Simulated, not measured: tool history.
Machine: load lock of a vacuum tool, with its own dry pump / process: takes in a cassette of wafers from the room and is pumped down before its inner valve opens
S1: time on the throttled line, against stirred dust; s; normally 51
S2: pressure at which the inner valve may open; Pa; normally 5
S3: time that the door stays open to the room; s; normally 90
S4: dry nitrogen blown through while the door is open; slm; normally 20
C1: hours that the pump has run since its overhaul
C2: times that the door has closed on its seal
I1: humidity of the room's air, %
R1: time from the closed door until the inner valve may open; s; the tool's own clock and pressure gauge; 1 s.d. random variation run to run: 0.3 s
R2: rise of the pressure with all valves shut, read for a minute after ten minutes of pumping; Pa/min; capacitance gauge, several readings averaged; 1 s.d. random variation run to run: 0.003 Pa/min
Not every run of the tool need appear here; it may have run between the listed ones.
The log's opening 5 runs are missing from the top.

Run 6, day 98.988: usual settings; C1 7291; C2 11947; I1 44.5. Result: R1 86.1 s, R2 0.022 Pa/min.
Run 7, day 123.067: usual settings; C1 7869; C2 13553; I1 44.4. Result: R1 85.6 s, R2 0.016 Pa/min.
Run 8, day 144.458: usual settings but S1 31 s; C1 8382; C2 14980; I1 46.1. Result: R1 69.9 s, R2 0.028 Pa/min.
Run 9, day 170.692: usual settings but S4 43 slm; C1 9012; C2 16730; I1 42.8. Result: R1 85.5 s, R2 0.008 Pa/min.
Run 10, day 193.071: usual settings but S1 66 s; C1 9549; C2 18223; I1 46.2. Result: R1 97 s, R2 0.021 Pa/min.
Run 11, day 216.204: usual settings but S1 66 s; C1 10104; C2 19766; I1 44.1. Result: R1 97 s, R2 0.024 Pa/min.
Run 12, day 237.083: usual settings; C1 10605; C2 21158; I1 47.6. Result: R1 86.1 s, R2 0.019 Pa/min.
At day 256.342: dry pump taken out, an overhauled one fitted.
Run 13, day 265.754: usual settings; C1 226; C2 23054; I1 45.7. Result: R1 85.3 s, R2 0.024 Pa/min.
Run 14, day 282.225: usual settings; C1 621; C2 24153; I1 46.8. Result: R1 85.5 s, R2 0.023 Pa/min.
Run 15, day 308.017: usual settings; C1 1240; C2 25873; I1 42.8. Result: R1 85.5 s, R2 0.023 Pa/min.
Run 16, day 333.638: usual settings but S2 9 Pa; C1 1855; C2 27582; I1 41.2. Result: R1 81.7 s, R2 0.023 Pa/min.
Run 17, day 348.192: usual settings but S2 9 Pa, S3 77 s; C1 2204; C2 28553; I1 43. Result: R1 82.6 s, R2 0.02 Pa/min.
Run 18, day 371.571: usual settings but S4 6 slm; C1 2765; C2 30113; I1 48.5. Result: R1 85.5 s, R2 0.036 Pa/min.
Run 19, day 390.271: usual settings but S4 6 slm; C1 3214; C2 31360; I1 45.6. Result: R1 85.5 s, R2 0.029 Pa/min.
Run 20, day 416.667: usual settings but S2 8 Pa, S3 29 s, S4 6 slm; C1 3848; C2 33121; I1 42.6. Result: R1 83 s, R2 0.021 Pa/min.
Run 21, day 432.2: usual settings but S2 8 Pa, S3 29 s, S4 6 slm; C1 4221; C2 34157; I1 44.9. Result: R1 82.5 s, R2 0.023 Pa/min.
Run 22, day 453.475: usual settings but S2 4 Pa, S3 29 s, S4 5 slm; C1 4731; C2 35576; I1 43.5. Result: R1 87.4 s, R2 0.024 Pa/min.
At day 465.079: door's seal changed, seat wiped.
Run 23, day 473.392: usual settings but S2 4 Pa, S3 50 s, S4 6 slm; C1 5208; C2 554; I1 41.4. Result: R1 86.5 s, R2 0.024 Pa/min.
Run 24, day 485.579: usual settings but S2 6 Pa; C1 5500; C2 1367; I1 47.9. Result: R1 84.5 s, R2 0.025 Pa/min.
Run 25, day 505.579: usual settings but S1 41 s, S3 159 s, S4 23 slm; C1 5980; C2 2701; I1 47.3. Result: R1 77.1 s, R2 0.022 Pa/min.
Run 26, day 521.129: usual settings but S1 41 s, S2 7 Pa, S3 159 s, S4 26 slm; C1 6353; C2 3739; I1 43.2. Result: R1 76 s, R2 0.018 Pa/min.
Run 27, day 548.029: usual settings but S1 56 s, S4 7 slm; C1 6999; C2 5533; I1 49.7. Result: R1 89.7 s, R2 0.034 Pa/min.
Run 28, day 565.667: usual settings but S3 108 s; C1 7422; C2 6709; I1 41. Result: R1 85.1 s, R2 0.024 Pa/min.
Run 29, day 582.771: usual settings but S2 6 Pa, S3 108 s, S4 17 slm; C1 7833; C2 7850; I1 43.6. Result: R1 84.6 s, R2 0.023 Pa/min.

Run 30 comes next. What will it give?
Run 30, day 598.367: usual settings but S2 6 Pa, S3 108 s, S4 17 slm; C1 8207; C2 8891; I1 45.3. Result: R1 ?, R2 ?.

Run 30 came out at R1 84.5 s, R2 0.024 Pa/min.
Take away the tool's hidden state, keep the run-to-run variation as it was, and the same run would have given R1 84.5 s, R2 0.024 Pa/min.
